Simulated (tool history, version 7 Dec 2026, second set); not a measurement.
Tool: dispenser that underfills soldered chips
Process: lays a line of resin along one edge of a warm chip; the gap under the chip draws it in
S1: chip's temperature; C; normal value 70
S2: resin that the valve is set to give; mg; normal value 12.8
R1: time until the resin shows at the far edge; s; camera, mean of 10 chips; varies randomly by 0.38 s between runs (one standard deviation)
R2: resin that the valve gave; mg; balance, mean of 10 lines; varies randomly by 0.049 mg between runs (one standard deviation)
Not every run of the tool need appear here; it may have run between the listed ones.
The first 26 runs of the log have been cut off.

run,hour,S1,S2,R1,R2
# hour 105.6: new syringe of resin
27,105.8,58,16,42,15.36
28,108.8,82,16.3,14.7,15.52
29,113.1,82,16.3,19.4,15.58
30,116.9,57,12.7,94.9,12.11
# hour 120.2: new syringe of resin
31,121.5,70,11,23.7,10.42
32,124.4,70,16.2,28.2,15.27
33,128.5,74,15.9,30.2,15.07
# hour 131.3: dispensing valve cleaned and set on the balance
# hour 135.4: new syringe of resin
34,135.4,74,15.9,17.7,15.8
35,140,77,15.2,20.5,15.09
36,145.6,72,13.1,39.2,13

Consider 3 possible next runs. They are alternatives, not a sequence: every one starts from the tool as it was left by run 36. What does each give?
# hour 149.7: new syringe of resin
A,149.8,75,14,?,?
# hour 149.7: new syringe of resin
B,149.8,61,12.3,?,?
# hour 149.7: new syringe of resin
C,149.8,73,15.8,?,?

run,R1,R2
A,16.4,13.76
B,35.6,12.1
C,17.8,15.59
Had the tool no hidden state, the same runs would have come out as:
run,R1,R2
A,17.4,13.92
B,38.1,12.25
C,19.1,15.78
